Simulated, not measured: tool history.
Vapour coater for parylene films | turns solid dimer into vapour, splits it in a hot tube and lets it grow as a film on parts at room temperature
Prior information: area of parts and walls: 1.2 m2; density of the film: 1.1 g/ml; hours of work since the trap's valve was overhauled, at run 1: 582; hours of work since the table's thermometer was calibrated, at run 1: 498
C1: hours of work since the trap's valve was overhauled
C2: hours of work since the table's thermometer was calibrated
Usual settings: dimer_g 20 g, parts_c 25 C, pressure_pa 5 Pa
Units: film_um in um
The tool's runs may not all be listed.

Run 1, hour 0: usual settings; C1 582; C2 498. Result: film_um 9.84 um.
Run 2, hour 24.1: usual settings; C1 595; C2 511. Result: film_um 9.79 um.
Run 3, hour 52: usual settings; C1 610; C2 527. Result: film_um 9.8 um.
Run 4, hour 70.9: usual settings; C1 621; C2 537. Result: film_um 9.77 um.
At hour 77.4: trap's valve overhauled.
Run 5, hour 103.7: usual settings; C1 14; C2 553. Result: film_um 9.55 um.
Run 6, hour 126.9: usual settings but dimer_g 35 g, parts_c 20 C; C1 27; C2 566. Result: film_um 21.03 um.
Run 7, hour 153: usual settings but dimer_g 25 g, pressure_pa 2.35 Pa; C1 42; C2 580. Result: film_um 13.79 um.
Run 8, hour 177.5: usual settings but dimer_g 23 g, parts_c 28 C, pressure_pa 9.12 Pa; C1 55; C2 593. Result: film_um 8.44 um.
Run 9, hour 214.1: usual settings but dimer_g 8 g, parts_c 26 C, pressure_pa 2.12 Pa; C1 75; C2 614. Result: film_um 4.27 um.
Run 10, hour 234.9: usual settings but dimer_g 8 g, parts_c 26 C, pressure_pa 2.12 Pa; C1 87; C2 625. Result: film_um 4.27 um.

Here are 4 independent what-if runs from the current tool condition. What would each one return?
Run A, hour 255.2: usual settings but dimer_g 35 g; C1 98; C2 636. Result: film_um ?.
Run B, hour 255.2: usual settings but dimer_g 8 g, parts_c 24 C, pressure_pa 11.82 Pa; C1 98; C2 636. Result: film_um ?.
Run C, hour 255.2: usual settings but dimer_g 8 g, parts_c 26 C, pressure_pa 5.02 Pa; C1 98; C2 636. Result: film_um ?.
Run D, hour 255.2: usual settings but dimer_g 8 g, parts_c 19 C, pressure_pa 2.12 Pa; C1 98; C2 636. Result: film_um ?.

run  film_um
  A    16.59
  B     3.37
  C     3.61
  D     5.46
With no hidden state in the tool, these same runs would have given:
run  film_um
  A    17.92
  B     3.64
  C      3.9
  D     5.94
